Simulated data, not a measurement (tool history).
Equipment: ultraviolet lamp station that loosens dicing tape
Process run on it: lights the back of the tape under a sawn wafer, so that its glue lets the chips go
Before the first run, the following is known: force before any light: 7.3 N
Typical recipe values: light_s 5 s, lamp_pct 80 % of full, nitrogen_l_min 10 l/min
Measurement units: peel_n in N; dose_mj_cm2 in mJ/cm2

run	hour	light_s	lamp_pct	nitrogen_l_min	peel_n	dose_mj_cm2
1	0.0	5	80	10	0.530	472
2	7.6	5	80	10	0.547	475
3	13.8	2	80	10	2.427	187
4	18.8	5	80	4	1.093	474
5	25.4	5	80	4	1.074	470
6	33.0	5	80	4	1.124	472
7	38.6	5	80	4	1.059	470
8	49.9	5	80	4	1.049	464
9	56.6	5	80	4	1.071	469
10	65.4	5	80	10	0.562	465
11	76.1	5	80	10	0.571	467
12	85.6	5	80	10	0.572	462
13	96.4	5	80	10	0.584	465
14	104.1	5	80	10	0.587	461
# hour 105.2: window cleaned of glue's vapour
15	112.2	5	80	10	0.622	453
16	119.7	5	80	10	0.605	449
17	125.2	5	80	10	0.588	452
18	134.1	5	80	10	0.608	450
19	139.7	5	80	10	0.632	452
20	145.7	3	65	4	2.896	218
21	152.9	3	80	5	2.060	269
22	164.5	7	80	10	0.315	626
# hour 170.8: window cleaned of glue's vapour, once more
23	173.9	3	68	6	2.103	256
24	182.6	2	90	6	2.421	227
25	188.8	3	96	6	1.332	356
26	194.5	3	96	6	1.330	358
27	201.3	5	67	6	1.062	407
28	211.9	5	67	6	1.025	411
29	221.0	3	66	6	2.183	245
30	229.3	3	66	19	1.294	241
31	236.0	5	85	15	0.357	519
32	246.5	7	96	8	0.238	817
33	253.6	5	65	10	0.783	394
34	261.2	5	65	10	0.783	401
35	268.4	9	97	10	0.202	1055
36	275.3	9	97	10	0.188	1061

Forecast each of these 4 alternatives for the next run:
A	282.4	2	80	4	?	?
B	282.4	2	86	6	?	?
C	282.4	3	80	10	?	?
D	282.4	9	79	19	?	?

run	peel_n	dose_mj_cm2
A	3.224	191
B	2.608	204
C	1.324	289
D	0.195	858
The same runs, with their run-to-run variation unchanged, on a tool lacking any hidden condition would have given:
run	peel_n	dose_mj_cm2
A	3.016	207
B	2.402	221
C	1.165	313
D	0.191	928
